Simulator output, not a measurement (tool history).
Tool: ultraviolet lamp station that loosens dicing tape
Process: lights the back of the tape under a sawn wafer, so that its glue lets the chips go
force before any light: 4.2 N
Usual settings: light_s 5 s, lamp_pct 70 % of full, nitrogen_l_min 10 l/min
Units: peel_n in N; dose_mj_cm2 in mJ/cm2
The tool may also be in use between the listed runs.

run    hour  light_s  lamp_pct  nitrogen_l_min  peel_n  dose_mj_cm2
  1       0        5        70              10   0.673          244
       27.1  -- window cleaned of glue's vapour
  2    53.3        5        70              10   0.774          226
  3   127.2        5        70               5   1.215          216
  4     219        5        70              11   0.849          207
  5   286.2        5        70              11    0.88          196
  6     325        5        70              11    0.89          192
      377.5  -- window cleaned of glue's vapour, once more
  7   389.3        5        70              11   0.574          273
  8   480.7        4        70              10   0.856          202
  9     526        4        70              10   0.875          200
 10   614.2        5        61              10   0.886          209
 11   653.5        5        61              10   0.892          207
 12   710.8        3        70              10    1.43          137
 13   770.2        3        70              10   1.459          128
 14   850.1        5        70              20   0.584          207
 15   939.2        4        70              20   0.888          162
      953.6  -- window cleaned of glue's vapour
 16     985        5        70               5   1.073          233
 17  1075.6        3        65              11   1.444          126
 18    1152        5        78               9   0.737          238
     1160.9  -- lamp changed
 19  1194.6        4        78              10   0.691          253
 20  1277.4        8        66               4   0.575          406
 21  1359.8        8        66               4   0.623          391
 22  1443.2        7        66              13     0.4          323
 23  1523.2        8        70              18   0.302          382
     1535.6  -- window cleaned of glue's vapour
 24  1585.6        8        70              18   0.268          454
 25  1661.3        7        64               5   0.647          346

4 ways to go on from here, each from the tool as it stands after run 25. What would each give?
  A  1722        5        67               8       ?            ?
  B  1722        3        78               8       ?            ?
  C  1722        7        78              13       ?            ?
  D  1722        7        83               6       ?            ?

run  peel_n  dose_mj_cm2
  A   0.747          251
  B   1.189          175
  C   0.298          410
  D    0.43          438
Without the tool's hidden state the same runs would have given:
run  peel_n  dose_mj_cm2
  A   0.587          297
  B   0.971          207
  C   0.261          485
  D   0.349          519
